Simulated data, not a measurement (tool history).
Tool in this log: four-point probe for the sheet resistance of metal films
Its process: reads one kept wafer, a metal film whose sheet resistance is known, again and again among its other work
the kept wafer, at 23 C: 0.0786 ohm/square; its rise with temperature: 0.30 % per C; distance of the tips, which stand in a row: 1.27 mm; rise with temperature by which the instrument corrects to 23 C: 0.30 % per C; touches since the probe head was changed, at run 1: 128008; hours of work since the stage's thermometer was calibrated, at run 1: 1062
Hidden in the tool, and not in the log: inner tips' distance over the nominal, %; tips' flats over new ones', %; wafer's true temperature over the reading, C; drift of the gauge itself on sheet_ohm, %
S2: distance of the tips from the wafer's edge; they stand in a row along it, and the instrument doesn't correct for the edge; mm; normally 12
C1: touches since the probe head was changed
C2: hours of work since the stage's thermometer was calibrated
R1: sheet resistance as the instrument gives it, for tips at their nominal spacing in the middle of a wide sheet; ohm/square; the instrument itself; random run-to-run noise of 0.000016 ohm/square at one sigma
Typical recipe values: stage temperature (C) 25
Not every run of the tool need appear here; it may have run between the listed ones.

{"run": 1, "hour": 0.0, "stage temperature (C)": 25, "S2": 12, "C1": 128008, "C2": 1062, "R1": 0.079323}
{"run": 2, "hour": 35.2, "stage temperature (C)": 25, "S2": 12, "C1": 129677, "C2": 1082, "R1": 0.079355}
{"run": 3, "hour": 61.7, "stage temperature (C)": 25, "S2": 12, "C1": 130932, "C2": 1098, "R1": 0.079356}
{"run": 4, "hour": 92.6, "stage temperature (C)": 25, "S2": 12, "C1": 132398, "C2": 1116, "R1": 0.079344}
{"run": 5, "hour": 135.7, "stage temperature (C)": 25, "S2": 12, "C1": 134443, "C2": 1140, "R1": 0.079343}
{"run": 6, "hour": 174.9, "stage temperature (C)": 26, "S2": 12, "C1": 136299, "C2": 1163, "R1": 0.079365}
{"run": 7, "hour": 198.6, "stage temperature (C)": 26, "S2": 12, "C1": 137424, "C2": 1177, "R1": 0.079361}
{"run": 8, "hour": 234.3, "stage temperature (C)": 26, "S2": 12, "C1": 139116, "C2": 1197, "R1": 0.079395}
{"run": 9, "hour": 278.2, "stage temperature (C)": 30, "S2": 12, "C1": 141198, "C2": 1223, "R1": 0.079359}
{"run": 10, "hour": 300.3, "stage temperature (C)": 27, "S2": 12, "C1": 142243, "C2": 1235, "R1": 0.079367}
{"run": 11, "hour": 327.9, "stage temperature (C)": 25, "S2": 12, "C1": 143554, "C2": 1251, "R1": 0.079399}
{"run": 12, "hour": 362.3, "stage temperature (C)": 29, "S2": 12, "C1": 145184, "C2": 1271, "R1": 0.079391}
{"run": 13, "hour": 390.2, "stage temperature (C)": 27, "S2": 12, "C1": 146506, "C2": 1287, "R1": 0.079382}
{"run": 14, "hour": 426.1, "stage temperature (C)": 25, "S2": 12, "C1": 148209, "C2": 1308, "R1": 0.07941}
{"run": 15, "hour": 460.3, "stage temperature (C)": 25, "S2": 12, "C1": 149830, "C2": 1328, "R1": 0.079419}
{"run": 16, "hour": 486.2, "stage temperature (C)": 25, "S2": 12, "C1": 151057, "C2": 1343, "R1": 0.079408}
{"run": 17, "hour": 521.0, "stage temperature (C)": 25, "S2": 6, "C1": 152710, "C2": 1363, "R1": 0.080802}
{"run": 18, "hour": 559.5, "stage temperature (C)": 25, "S2": 6, "C1": 154536, "C2": 1385, "R1": 0.080805}
{"run": 19, "hour": 598.4, "stage temperature (C)": 22, "S2": 3, "C1": 156376, "C2": 1407, "R1": 0.085838}
{"run": 20, "hour": 638.5, "stage temperature (C)": 22, "S2": 3, "C1": 158277, "C2": 1431, "R1": 0.085846}
{"run": 21, "hour": 663.8, "stage temperature (C)": 21, "S2": 6, "C1": 159480, "C2": 1445, "R1": 0.080863}
{"run": 22, "hour": 687.5, "stage temperature (C)": 31, "S2": 12, "C1": 160601, "C2": 1459, "R1": 0.079458}
{"run": 23, "hour": 707.9, "stage temperature (C)": 27, "S2": 4, "C1": 161567, "C2": 1471, "R1": 0.083002}
{"run": 24, "hour": 738.1, "stage temperature (C)": 22, "S2": 15, "C1": 163003, "C2": 1488, "R1": 0.079292}
{"hour": 768.9, "done": "new probe head fitted"}
{"run": 25, "hour": 775.6, "stage temperature (C)": 34, "S2": 12, "C1": 321, "C2": 1509, "R1": 0.079017}
{"run": 26, "hour": 813.7, "stage temperature (C)": 26, "S2": 10, "C1": 2124, "C2": 1531, "R1": 0.079236}
{"run": 27, "hour": 840.5, "stage temperature (C)": 33, "S2": 58, "C1": 3395, "C2": 1547, "R1": 0.078592}
{"run": 28, "hour": 877.2, "stage temperature (C)": 32, "S2": 5, "C1": 5138, "C2": 1568, "R1": 0.081221}
{"run": 29, "hour": 911.7, "stage temperature (C)": 29, "S2": 4, "C1": 6770, "C2": 1588, "R1": 0.082627}
{"run": 30, "hour": 947.0, "stage temperature (C)": 22, "S2": 4, "C1": 8444, "C2": 1608, "R1": 0.082629}
{"run": 31, "hour": 983.7, "stage temperature (C)": 22, "S2": 4, "C1": 10186, "C2": 1629, "R1": 0.082635}
{"run": 32, "hour": 1024.2, "stage temperature (C)": 22, "S2": 4, "C1": 12103, "C2": 1652, "R1": 0.08266}

Below are 3 alternative next runs, each starting from the tool's condition after run 32. Predict each:
{"run": "A", "hour": 1060.4, "stage temperature (C)": 24, "S2": 3, "C1": 13820, "C2": 1673, "R1": "?"}
{"run": "B", "hour": 1060.4, "stage temperature (C)": 22, "S2": 42, "C1": 13820, "C2": 1673, "R1": "?"}
{"run": "C", "hour": 1060.4, "stage temperature (C)": 20, "S2": 4, "C1": 13820, "C2": 1673, "R1": "?"}

run=A R1=0.085481
run=B R1=0.078637
run=C R1=0.08266
What these runs would have given with no unlogged condition in the tool:
run=A R1=0.085467
run=B R1=0.078625
run=C R1=0.082648
